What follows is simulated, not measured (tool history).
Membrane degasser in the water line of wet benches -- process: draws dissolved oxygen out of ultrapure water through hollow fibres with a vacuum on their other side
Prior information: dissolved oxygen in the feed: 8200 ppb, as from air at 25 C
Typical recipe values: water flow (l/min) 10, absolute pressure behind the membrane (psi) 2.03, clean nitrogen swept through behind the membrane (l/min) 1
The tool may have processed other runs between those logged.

| run | hour | water flow (l/min) | absolute pressure behind the membrane (psi) | clean nitrogen swept through behind the membrane (l/min) | dissolved oxygen in the water behind the degasser (ppb) | pressure that the water loses in the fibres (psi) |
|---|---|---|---|---|---|---|
| 1 | 0 | 10 | 2.03 | 1 | 571.1 | 4.869 |
| 2 | 31.5 | 10 | 2.03 | 2.12 | 448.9 | 4.856 |
| 3 | 74.4 | 10 | 2.03 | 2.12 | 448.5 | 4.899 |
| 4 | 115.5 | 10 | 4.54 | 1 | 916 | 4.847 |
| 5 | 137.1 | 10 | 4.54 | 1 | 903.4 | 4.863 |
| 6 | 158.2 | 10 | 2.05 | 1 | 570.6 | 4.84 |
| 7 | 200.5 | 10 | 2.03 | 1.49 | 489.9 | 4.833 |
| 8 | 224.9 | 10 | 2.03 | 1.49 | 494.4 | 4.83 |
| 9 | 260.4 | 10 | 2.03 | 0.69 | 654.5 | 4.82 |
| 10 | 298.9 | 10 | 2.03 | 0.67 | 654.9 | 4.836 |
| 11 | 318 | 10 | 2.03 | 1 | 570.4 | 4.824 |
| 12 | 343.6 | 10 | 2.03 | 1 | 563.6 | 4.809 |
| 13 | 368.7 | 10 | 2.03 | 1 | 565.3 | 4.833 |
| 14 | 403.8 | 10 | 2.03 | 1 | 565.4 | 4.825 |
| 15 | 434.9 | 10 | 2.03 | 1 | 563.7 | 4.827 |
| 16 | 461.4 | 10 | 2.03 | 1 | 569.7 | 4.805 |
| 17 | 494.9 | 12 | 1.38 | 1.76 | 592.6 | 5.757 |
| 18 | 533.7 | 12 | 3.05 | 2.14 | 710.9 | 5.762 |
| 19 | 578.2 | 10 | 3.05 | 0.42 | 1117.7 | 4.815 |
| 20 | 613.5 | 10 | 1.38 | 0.42 | 621.8 | 4.824 |
| 21 | 635 | 10 | 1.38 | 0.42 | 631.1 | 4.793 |
| 22 | 671.7 | 10 | 2.81 | 1.39 | 594.9 | 4.776 |
| 23 | 713.7 | 10 | 1.68 | 1.74 | 437.4 | 4.788 |
| 24 | 734.5 | 9 | 1.68 | 2.04 | 341 | 4.311 |
| 25 | 772.9 | 7 | 1.31 | 1 | 221.7 | 3.323 |
| 26 | 815.1 | 7 | 1.31 | 1 | 219.3 | 3.34 |
| 27 | 835.8 | 10 | 1.61 | 2.33 | 414.5 | 4.727 |
| 28 | 870.1 | 11 | 4.22 | 0.67 | 1210.9 | 5.363 |
| 29 | 895.7 | 6 | 3.07 | 2.66 | 173.1 | 2.927 |
| 30 | 927.5 | 6 | 3.07 | 2.66 | 175.4 | 2.909 |
| 31 | 957.7 | 13 | 1.8 | 0.6 | 957.2 | 6.318 |
| 32 | 977.5 | 10 | 1.89 | 2.39 | 425.3 | 4.866 |

Missing from the log above: 2 entries noted between runs. For each, name the pair of listed runs it sits between and say how the tool's hidden condition differs from the listed run just before to the listed run just after:
Run 13 -> run 14: seals of the vacuum lines changed (hour 378.7)
  air that leaks in behind the membrane, l/min: 0.0021 -> 0.002; drift of the gauge itself on loss_of_pressure_kpa, %: -1.19 -> -1.29
  what was measured, less what the result would be without the hidden state, pressure that the water loses in the fibres (psi): -0.057 -> -0.062
Run 27 -> run 28: gauge calibrated (hour 851.4)
  drift of the gauge itself on loss_of_pressure_kpa, %: -2.69 -> -0.06
  what was measured, less what the result would be without the hidden state, pressure that the water loses in the fibres (psi): -0.129 -> -0.001

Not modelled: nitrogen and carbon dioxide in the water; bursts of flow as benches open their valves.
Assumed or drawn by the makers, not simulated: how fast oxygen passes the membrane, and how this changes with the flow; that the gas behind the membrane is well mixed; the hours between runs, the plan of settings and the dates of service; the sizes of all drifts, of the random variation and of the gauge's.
